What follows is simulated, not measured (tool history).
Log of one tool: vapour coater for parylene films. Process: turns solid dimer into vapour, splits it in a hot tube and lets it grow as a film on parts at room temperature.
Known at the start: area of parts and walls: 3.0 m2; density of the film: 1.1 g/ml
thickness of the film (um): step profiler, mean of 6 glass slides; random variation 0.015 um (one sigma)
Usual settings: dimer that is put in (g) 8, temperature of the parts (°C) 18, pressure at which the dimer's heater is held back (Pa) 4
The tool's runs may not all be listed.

| run | hour | dimer that is put in (g) | temperature of the parts (°C) | pressure at which the dimer's heater is held back (Pa) | thickness of the film (um) |
|---|---|---|---|---|---|
| 1 | 0 | 8 | 18 | 4 | 1.75 |
| 2 | 31 | 8 | 12 | 4 | 2.17 |
| 3 | 90 | 8 | 12 | 4 | 2.18 |
|  | 114 | trap's valve overhauled |
| 4 | 124.7 | 8 | 12 | 4 | 2.18 |
| 5 | 179.9 | 8 | 18 | 4 | 1.71 |
| 6 | 215 | 8 | 11 | 4 | 2.28 |
| 7 | 277 | 8 | 11 | 4 | 2.27 |
| 8 | 302.7 | 8 | 18 | 4 | 1.7 |
| 9 | 349.8 | 8 | 18 | 4 | 1.7 |
| 10 | 386.2 | 8 | 18 | 4 | 1.71 |
| 11 | 412.8 | 10 | 10 | 4 | 2.93 |
|  | 434.7 | trap's valve overhauled |
| 12 | 451.7 | 4 | 24 | 3.79 | 0.69 |
| 13 | 506.6 | 8 | 20 | 2.41 | 1.7 |
| 14 | 536.7 | 4 | 18 | 2.78 | 0.93 |
| 15 | 586.4 | 4 | 18 | 2.78 | 0.87 |
| 16 | 629.7 | 5 | 19 | 7.85 | 0.93 |
| 17 | 659 | 13 | 19 | 2.73 | 2.81 |
| 18 | 719.6 | 12 | 15 | 5.82 | 2.75 |

Forecast each of these 5 alternatives for the next run:
| A | 749.1 | 7 | 15 | 2.07 | ? |
| B | 749.1 | 12 | 15 | 2.38 | ? |
| C | 749.1 | 6 | 15 | 5.82 | ? |
| D | 749.1 | 8 | 15 | 5.82 | ? |
| E | 749.1 | 12 | 15 | 8.6 | ? |

| run | thickness of the film (um) |
|---|---|
| A | 1.86 |
| B | 3.13 |
| C | 1.37 |
| D | 1.84 |
| E | 2.6 |
Without the tool's hidden state the same runs would have given:
| run | thickness of the film (um) |
|---|---|
| A | 1.87 |
| B | 3.14 |
| C | 1.38 |
| D | 1.85 |
| E | 2.61 |
